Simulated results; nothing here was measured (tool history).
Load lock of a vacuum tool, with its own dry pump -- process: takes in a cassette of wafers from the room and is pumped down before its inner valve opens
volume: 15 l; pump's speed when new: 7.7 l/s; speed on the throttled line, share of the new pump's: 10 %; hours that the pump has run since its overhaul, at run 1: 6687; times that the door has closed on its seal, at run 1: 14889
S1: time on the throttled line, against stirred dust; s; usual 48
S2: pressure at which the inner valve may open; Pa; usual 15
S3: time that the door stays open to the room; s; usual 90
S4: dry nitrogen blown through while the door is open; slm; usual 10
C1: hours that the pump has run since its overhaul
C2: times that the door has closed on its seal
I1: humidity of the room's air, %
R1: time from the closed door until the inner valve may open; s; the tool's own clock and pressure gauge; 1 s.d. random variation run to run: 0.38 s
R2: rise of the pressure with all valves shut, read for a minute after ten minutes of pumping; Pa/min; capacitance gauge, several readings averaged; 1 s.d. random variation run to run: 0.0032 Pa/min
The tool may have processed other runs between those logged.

run    hour  S1  S2  S3  S4    C1     C2    I1     R1     R2
  1       0  48  15  90  10  6687  14889  47.3     63  0.182
  2   305.2  48  15  90   5  6992  15229  46.2   62.8  0.208
  3   524.1  48  15  90   5  7211  15474  43.2     62  0.196
  4   876.1  48  15  90  10  7563  15866  48.2   62.5  0.201
  5  1145.3  48  15  90  10  7833  16167    46     62  0.196
  6  1385.8  59  15  90  10  8073  16435  43.9   72.7  0.193
  7    1649  59  15  90  10  8336  16729  42.4   73.5  0.194
  8  1982.4  59  15  90  10  8670  17101  44.7   72.8  0.195
  9  2279.7  59  15  90  10  8967  17433  43.5   72.7  0.196
 10  2581.1  59  15  90  10  9268  17769  50.2   72.4   0.21
 11  2829.5  48  15  85  10  9517  18047    45   62.5  0.205
 12  3020.6  48  15  85  10  9708  18260  41.2   62.8  0.194
 13  3292.3  48  15  27  10  9980  18563  41.2   63.3   0.15
     3460.3  -- dry pump taken out, an overhauled one fitted
 14  3659.9  48  15  27  10   200  18967  44.6   60.5  0.159
 15  3981.6  92  15  45  44   521  19326  41.7  100.7  0.146
 16  4283.1  90  15  90  10   823  19662  49.9   99.3  0.228
 17  4630.4  30  15  52  10  1170  20050  45.6   45.3  0.188
 18  4986.4  30  15  35  10  1526  20447  39.9     45  0.167
 19  5229.8  48  11  94  10  1769  20719  43.9   61.3  0.219
 20  5513.7  30  10  94  10  2053  21035  44.2   46.4  0.235
 21  5741.1  48  24  66  37  2281  21289  43.6   59.9   0.17
 22  5999.5  30  24  66  37  2539  21578  43.6   44.4  0.172
 23  6249.6  41  28  90  39  2789  21857  43.7   53.4  0.184
 24  6600.6  31  15  90  10  3140  22249  45.6   45.9  0.236
 25  6902.5  36  30  75   5  3442  22585  45.5   48.4  0.244
 26  7085.9  36  30  75   5  3626  22790  46.5   49.2  0.246
 27  7268.2  36  30  75   5  3808  22994  44.5   49.2  0.244

What if the next run were any one of these 4? Each begins from the tool's condition after run 27:
  A  7430.4  67  20  90  39  3970  23175  45.6   ?   ?
  B  7430.4  30  15  31  12  3970  23175    43   ?   ?
  C  7430.4  56  30  38   5  3970  23175  46.6   ?   ?
  D  7430.4  48  13  90  10  3970  23175  46.7   ?   ?

run    R1     R2
  A  78.7  0.197
  B  45.6  0.192
  C  67.4  0.216
  D  61.6  0.254
Without the tool's hidden state the same runs would have given:
run    R1     R2
  A  77.9   0.07
  B  44.5  0.065
  C  66.6   0.09
  D  60.6  0.128

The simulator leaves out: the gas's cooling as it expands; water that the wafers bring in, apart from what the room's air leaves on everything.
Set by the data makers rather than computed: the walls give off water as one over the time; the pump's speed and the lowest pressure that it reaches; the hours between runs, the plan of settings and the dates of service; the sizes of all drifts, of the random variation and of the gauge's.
